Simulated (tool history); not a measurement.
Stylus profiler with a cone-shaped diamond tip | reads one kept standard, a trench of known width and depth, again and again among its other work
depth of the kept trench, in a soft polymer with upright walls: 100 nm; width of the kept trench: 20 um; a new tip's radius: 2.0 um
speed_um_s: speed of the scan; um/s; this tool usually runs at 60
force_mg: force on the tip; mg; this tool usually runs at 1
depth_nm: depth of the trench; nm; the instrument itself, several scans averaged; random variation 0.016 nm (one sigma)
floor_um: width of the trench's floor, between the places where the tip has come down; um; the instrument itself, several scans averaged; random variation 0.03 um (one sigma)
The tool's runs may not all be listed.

| run | hour | speed_um_s | force_mg | depth_nm | floor_um |
|---|---|---|---|---|---|
| 1 | 0 | 60 | 1 | 100.47 | 18.1 |
| 2 | 22.2 | 60 | 1 | 100.5 | 18 |
| 3 | 54.3 | 60 | 2.8 | 100.81 | 18.13 |
| 4 | 83.4 | 60 | 2.8 | 100.82 | 18.09 |
| 5 | 111.2 | 60 | 2.8 | 100.86 | 18.09 |
| 6 | 139.3 | 60 | 2.8 | 100.86 | 18.08 |
| 7 | 168.5 | 112 | 1 | 100.52 | 17.72 |
| 8 | 194.6 | 112 | 1 | 100.54 | 17.72 |
| 9 | 223.8 | 112 | 1 | 100.53 | 17.68 |
| 10 | 251.2 | 18 | 0.88 | 100.5 | 18.08 |
| 11 | 279.5 | 221 | 1.01 | 100.54 | 17.23 |
| 12 | 293.1 | 65 | 1.25 | 100.57 | 17.92 |
| 13 | 309.7 | 65 | 1.25 | 100.58 | 17.84 |
| 14 | 328.4 | 21 | 0.38 | 100.36 | 17.96 |
| 15 | 348.7 | 21 | 0.38 | 100.37 | 18.02 |

What if the next run were any one of these 5? Each begins from the tool's condition after run 15:
| A | 363.7 | 86 | 0.69 | ? | ? |
| B | 363.7 | 33 | 2.21 | ? | ? |
| C | 363.7 | 73 | 1.42 | ? | ? |
| D | 363.7 | 39 | 1 | ? | ? |
| E | 363.7 | 64 | 2.39 | ? | ? |

| run | depth_nm | floor_um |
|---|---|---|
| A | 100.48 | 17.65 |
| B | 100.77 | 18.08 |
| C | 100.63 | 17.87 |
| D | 100.54 | 17.94 |
| E | 100.81 | 17.93 |
What these runs would have given with no unlogged condition in the tool:
| run | depth_nm | floor_um |
|---|---|---|
| A | 100.28 | 18.28 |
| B | 100.57 | 18.72 |
| C | 100.44 | 18.5 |
| D | 100.34 | 18.58 |
| E | 100.61 | 18.57 |
